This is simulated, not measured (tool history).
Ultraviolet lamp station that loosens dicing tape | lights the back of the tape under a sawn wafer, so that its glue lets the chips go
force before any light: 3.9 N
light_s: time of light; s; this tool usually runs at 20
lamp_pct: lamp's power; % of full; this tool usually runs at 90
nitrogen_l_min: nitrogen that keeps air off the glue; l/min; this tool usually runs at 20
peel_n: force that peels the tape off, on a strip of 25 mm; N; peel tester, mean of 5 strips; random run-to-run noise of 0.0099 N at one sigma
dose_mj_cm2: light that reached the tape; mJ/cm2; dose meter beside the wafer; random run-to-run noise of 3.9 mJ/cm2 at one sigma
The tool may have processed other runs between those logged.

run	day	light_s	lamp_pct	nitrogen_l_min	peel_n	dose_mj_cm2
1	0.000	20	90	20	0.532	579
2	0.412	20	90	20	0.526	576
3	0.933	36	90	20	0.287	1040
4	1.308	36	90	20	0.261	1038
5	1.688	36	90	20	0.265	1031
6	2.321	36	90	20	0.276	1031
7	2.604	20	90	20	0.523	574
8	2.888	20	90	20	0.529	572
# day 3.096: window cleaned of glue's vapour
9	3.325	20	90	10	0.584	643
10	3.604	20	90	20	0.449	637
11	4.212	20	90	20	0.471	641
12	4.692	20	90	20	0.462	635
13	5.300	20	90	20	0.444	627
14	5.917	20	90	6	0.733	637
15	6.179	20	81	6	0.845	569
16	6.558	20	82	6	0.849	569
17	7.008	20	90	8	0.678	630

The next listed run, before its measurement:
18	7.304	20	90	8	?	?

Run 18 came out at peel_n 0.664 N, dose_mj_cm2 632 mJ/cm2.
Were there no unlogged condition in the tool, this run, its random variation unchanged, would have produced peel_n 0.610 N, dose_mj_cm2 672 mJ/cm2.

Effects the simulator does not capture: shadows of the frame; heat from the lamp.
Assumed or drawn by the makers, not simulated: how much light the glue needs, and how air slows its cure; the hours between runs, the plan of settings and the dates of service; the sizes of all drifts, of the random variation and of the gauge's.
